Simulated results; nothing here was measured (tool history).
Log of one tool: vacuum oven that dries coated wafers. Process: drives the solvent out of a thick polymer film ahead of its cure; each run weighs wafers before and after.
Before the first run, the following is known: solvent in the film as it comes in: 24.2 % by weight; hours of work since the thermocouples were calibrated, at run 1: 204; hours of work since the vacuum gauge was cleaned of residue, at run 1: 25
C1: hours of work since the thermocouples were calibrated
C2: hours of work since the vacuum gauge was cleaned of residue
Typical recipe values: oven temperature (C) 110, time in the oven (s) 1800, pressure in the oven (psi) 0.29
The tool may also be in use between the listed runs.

run 1 hour=0 | oven_temperature_(C)=110 time_in_the_oven_(s)=1800 pressure_in_the_oven_(psi)=0.29 | C1=204 C2=25 | solvent_left_in_the_film_(%)=4.78
run 2 hour=12 | oven_temperature_(C)=110 time_in_the_oven_(s)=1800 pressure_in_the_oven_(psi)=0.29 | C1=210 C2=31 | solvent_left_in_the_film_(%)=4.76
run 3 hour=23.8 | oven_temperature_(C)=110 time_in_the_oven_(s)=1800 pressure_in_the_oven_(psi)=0.29 | C1=216 C2=36 | solvent_left_in_the_film_(%)=4.63
run 4 hour=30.8 | oven_temperature_(C)=110 time_in_the_oven_(s)=1800 pressure_in_the_oven_(psi)=0.29 | C1=219 C2=40 | solvent_left_in_the_film_(%)=4.68
run 5 hour=42.7 | oven_temperature_(C)=110 time_in_the_oven_(s)=1800 pressure_in_the_oven_(psi)=0.29 | C1=225 C2=46 | solvent_left_in_the_film_(%)=4.7
run 6 hour=49.8 | oven_temperature_(C)=110 time_in_the_oven_(s)=1800 pressure_in_the_oven_(psi)=0.29 | C1=228 C2=49 | solvent_left_in_the_film_(%)=4.78
run 7 hour=61.7 | oven_temperature_(C)=110 time_in_the_oven_(s)=1800 pressure_in_the_oven_(psi)=0.29 | C1=234 C2=55 | solvent_left_in_the_film_(%)=4.7
run 8 hour=77.2 | oven_temperature_(C)=110 time_in_the_oven_(s)=1800 pressure_in_the_oven_(psi)=0.29 | C1=241 C2=62 | solvent_left_in_the_film_(%)=4.73
run 9 hour=84 | oven_temperature_(C)=110 time_in_the_oven_(s)=1800 pressure_in_the_oven_(psi)=0.492 | C1=245 C2=65 | solvent_left_in_the_film_(%)=5.6
run 10 hour=96.2 | oven_temperature_(C)=110 time_in_the_oven_(s)=1800 pressure_in_the_oven_(psi)=0.29 | C1=251 C2=71 | solvent_left_in_the_film_(%)=4.75
run 11 hour=103.1 | oven_temperature_(C)=110 time_in_the_oven_(s)=1800 pressure_in_the_oven_(psi)=0.29 | C1=254 C2=75 | solvent_left_in_the_film_(%)=4.69
run 12 hour=115.7 | oven_temperature_(C)=110 time_in_the_oven_(s)=1800 pressure_in_the_oven_(psi)=0.29 | C1=260 C2=81 | solvent_left_in_the_film_(%)=4.73
run 13 hour=122.8 | oven_temperature_(C)=117 time_in_the_oven_(s)=3060 pressure_in_the_oven_(psi)=0.85 | C1=263 C2=84 | solvent_left_in_the_film_(%)=3.67
run 14 hour=135.1 | oven_temperature_(C)=117 time_in_the_oven_(s)=2580 pressure_in_the_oven_(psi)=0.29 | C1=269 C2=90 | solvent_left_in_the_film_(%)=1.77
-- hour=138.4 oven's thermocouples calibrated
run 15 hour=149.7 | oven_temperature_(C)=104 time_in_the_oven_(s)=1920 pressure_in_the_oven_(psi)=0.363 | C1=5 C2=96 | solvent_left_in_the_film_(%)=6.73
run 16 hour=164.7 | oven_temperature_(C)=98 time_in_the_oven_(s)=1200 pressure_in_the_oven_(psi)=0.967 | C1=13 C2=103 | solvent_left_in_the_film_(%)=14.69
run 17 hour=172.7 | oven_temperature_(C)=98 time_in_the_oven_(s)=1200 pressure_in_the_oven_(psi)=0.685 | C1=16 C2=107 | solvent_left_in_the_film_(%)=13.27
-- hour=180.2 oven's thermocouples calibrated, once more
run 18 hour=181.4 | oven_temperature_(C)=96 time_in_the_oven_(s)=1260 pressure_in_the_oven_(psi)=0.453 | C1=1 C2=110 | solvent_left_in_the_film_(%)=12.31
run 19 hour=194.7 | oven_temperature_(C)=96 time_in_the_oven_(s)=1260 pressure_in_the_oven_(psi)=0.453 | C1=7 C2=117 | solvent_left_in_the_film_(%)=12.4
run 20 hour=208.9 | oven_temperature_(C)=96 time_in_the_oven_(s)=1260 pressure_in_the_oven_(psi)=0.453 | C1=14 C2=124 | solvent_left_in_the_film_(%)=12.41
run 21 hour=216.7 | oven_temperature_(C)=96 time_in_the_oven_(s)=1260 pressure_in_the_oven_(psi)=0.453 | C1=18 C2=127 | solvent_left_in_the_film_(%)=12.35
run 22 hour=228.8 | oven_temperature_(C)=96 time_in_the_oven_(s)=1260 pressure_in_the_oven_(psi)=0.453 | C1=23 C2=133 | solvent_left_in_the_film_(%)=12.44

Selected run-to-run steps in solvent left in the film (%), each split into two signed amounts: the part the tool would show with no hidden state at all (from settings, incoming material and random variation), and the remainder, which goes to the hidden state together with any gauge scatter not common to the measured and the hidden-state-free results:
Hidden state present: true wafer temperature over the reading, C; true pressure over the reading, kPa; drift of the gauge itself on solvent_pct, %.
Run 14 -> 15: oven temperature (C) 117 -> 104, time in the oven (s) 2580 -> 1920, pressure in the oven (psi) 0.29 -> 0.363, oven's thermocouples calibrated. solvent left in the film (%) +4.96: hidden state +0.18, all else +4.78.
Run 15 -> 16: oven temperature (C) 104 -> 98, time in the oven (s) 1920 -> 1200, pressure in the oven (psi) 0.363 -> 0.967. solvent left in the film (%) +7.96: hidden state +0.03, all else +7.93.
Run 17 -> 18: oven temperature (C) 98 -> 96, time in the oven (s) 1200 -> 1260, pressure in the oven (psi) 0.685 -> 0.453, oven's thermocouples calibrated, once more. solvent left in the film (%) -0.96: hidden state -0.35, all else -0.61.
